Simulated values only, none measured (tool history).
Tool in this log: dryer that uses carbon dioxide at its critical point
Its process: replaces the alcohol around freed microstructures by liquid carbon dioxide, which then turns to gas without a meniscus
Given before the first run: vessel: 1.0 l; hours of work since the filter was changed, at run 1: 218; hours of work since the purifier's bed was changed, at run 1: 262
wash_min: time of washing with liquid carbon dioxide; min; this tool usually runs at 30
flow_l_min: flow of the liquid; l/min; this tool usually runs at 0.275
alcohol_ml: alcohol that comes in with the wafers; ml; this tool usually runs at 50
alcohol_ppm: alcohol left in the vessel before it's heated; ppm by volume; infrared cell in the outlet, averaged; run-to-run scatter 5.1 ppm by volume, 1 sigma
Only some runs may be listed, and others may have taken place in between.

run,day,wash_min,flow_l_min,alcohol_ml,hours of work since the filter was changed,hours of work since the purifier's bed was changed,alcohol_ppm
1,0,30,0.275,50,218,262,115
2,1.667,30,0.275,50,239,283,115
3,2.846,30,0.22,50,254,298,359
4,4.483,30,0.414,50,274,318,29
5,6.271,35,0.414,50,296,341,36
6,7.275,35,0.414,50,309,353,30
7,8.983,35,0.414,50,330,375,36
8,9.917,35,0.414,50,342,386,40
9,11.779,30,0.275,40,366,410,115
10,13.125,30,0.275,40,382,426,121
11,14.946,30,0.275,50,405,449,133
12,16.271,30,0.275,50,422,466,142
13,17.704,30,0.275,50,440,484,153
14,19.521,30,0.275,50,463,507,151
15,20.475,42,0.275,50,475,519,62
# day 21.375: inlet filter changed
16,21.917,30,0.167,50,7,536,994
17,22.812,30,0.275,32,18,547,94
18,24.179,30,0.275,50,35,565,129
19,25.442,30,0.228,50,51,580,291
20,27.158,30,0.228,50,73,602,289
21,27.946,30,0.228,50,82,612,281
22,28.883,30,0.228,50,94,624,290
23,30.775,21,0.355,50,118,647,211
24,32.204,30,0.298,68,136,665,128
25,33.825,30,0.298,68,156,685,134
26,35.35,29,0.298,68,175,705,157
27,36.321,48,0.289,34,187,717,68
28,37.633,36,0.249,63,204,733,134
29,38.696,36,0.249,63,217,747,133
30,39.617,21,0.423,98,229,758,169
31,41.258,21,0.423,30,249,779,102
32,42.9,37,0.275,29,270,799,82
33,44.054,37,0.275,29,284,814,88
34,45.45,44,0.237,62,302,831,78
35,46.796,46,0.442,50,319,848,72
36,48.158,23,0.275,20,336,865,240
37,49.45,23,0.275,20,352,881,250
38,50.488,30,0.275,21,365,894,111
39,51.892,30,0.275,21,383,912,117
40,52.9,30,0.275,21,395,925,127
# day 54.504: purifier's bed changed
41,54.604,30,0.275,24,415,1,57
42,55.908,30,0.275,24,431,18,54
43,57.488,19,0.22,50,451,37,2157

Some steps in alcohol_ppm between neighbouring runs. How much of each would the tool show without its hidden state too (settings, what came in, random variation), and how much is left for the hidden state, with any gauge scatter that isn't in both results?
Unlogged tool condition in this case: flow that reaches the vessel past the clogged filter, %; alcohol in the recycled carbon dioxide, ppm; drift of the gauge itself on alcohol_ppm, %.
Run 3 -> 4: flow_l_min 0.22 -> 0.414. alcohol_ppm -330 ppm by volume: hidden state -48, all else -282.
Run 15 -> 16: wash_min 42 -> 30, flow_l_min 0.275 -> 0.167, inlet filter changed. alcohol_ppm +932 ppm by volume: hidden state +2, all else +930.
Run 16 -> 17: flow_l_min 0.167 -> 0.275, alcohol_ml 50 -> 32. alcohol_ppm -900 ppm by volume: hidden state -3, all else -897.
Run 40 -> 41: alcohol_ml 21 -> 24, purifier's bed changed. alcohol_ppm -70 ppm by volume: hidden state -75, all else +5.
Run 42 -> 43: wash_min 30 -> 19, flow_l_min 0.275 -> 0.22, alcohol_ml 24 -> 50. alcohol_ppm +2103 ppm by volume: hidden state +320, all else +1783.
